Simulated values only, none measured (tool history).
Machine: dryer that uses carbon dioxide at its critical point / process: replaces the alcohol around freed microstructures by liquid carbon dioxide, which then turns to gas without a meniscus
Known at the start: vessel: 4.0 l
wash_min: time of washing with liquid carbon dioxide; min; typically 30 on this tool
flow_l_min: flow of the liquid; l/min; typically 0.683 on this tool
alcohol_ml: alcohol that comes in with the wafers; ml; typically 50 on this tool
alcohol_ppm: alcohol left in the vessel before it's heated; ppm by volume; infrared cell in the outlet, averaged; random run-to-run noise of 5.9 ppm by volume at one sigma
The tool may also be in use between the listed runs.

run	day	wash_min	flow_l_min	alcohol_ml	alcohol_ppm
1	0	30	0.683	50	256
2	0.446	30	0.683	33	182
3	0.779	30	0.683	110	512
4	1.033	31	0.683	50	235
5	1.3	31	0.683	50	232
6	1.521	31	1.123	50	40
7	1.838	20	1.123	50	197
8	2.308	20	1.123	50	208
9	2.525	20	1.123	50	200
10	2.862	20	1.123	50	212
11	3.346	20	1.123	50	193
12	3.804	30	0.683	48	259
13	4.229	30	0.683	48	259
14	4.446	30	0.683	50	282
15	4.746	30	0.519	50	637
16	5.162	30	0.519	50	645
17	5.612	30	0.683	50	273
18	5.854	30	0.683	50	279
19	6.138	30	0.89	50	122
20	6.358	30	0.89	110	203
21	6.754	30	0.683	50	276
22	7.162	25	0.826	95	465
23	7.508	26	0.695	50	419
24	7.762	26	0.695	50	426
25	8.242	26	0.695	50	428
26	8.658	23	0.773	67	582
27	9.192	25	0.99	23	104
28	9.562	25	0.99	23	104
29	10.054	25	0.99	23	105
30	10.271	25	0.99	23	105
31	10.638	38	1.006	50	73
32	11.046	29	0.509	50	772
33	11.296	27	0.521	53	916
34	11.788	24	0.521	86	1904
35	12.162	25	0.581	61	989
36	12.604	25	0.581	61	978
37	12.921	44	0.683	65	108
38	13.238	44	0.683	65	114
39	13.762	44	0.683	65	118
40	14.292	30	0.978	27	86
41	14.575	30	0.447	101	1925

The logged runs with the hidden state left out (each run's random variation unchanged):
Hidden conditions of the tool in this case: flow that reaches the vessel past the clogged filter, %; alcohol in the recycled carbon dioxide, ppm; drift of the gauge itself on alcohol_ppm, %.
run	alcohol_ppm
1	211
2	142
3	442
4	188
5	185
6	8
7	151
8	159
9	151
10	161
11	142
12	200
13	198
14	219
15	548
16	553
17	207
18	211
19	69
20	137
21	204
22	369
23	332
24	339
25	336
26	473
27	48
28	46
29	46
30	45
31	18
32	640
33	771
34	1672
35	828
36	817
37	40
38	43
39	45
40	19
41	1652
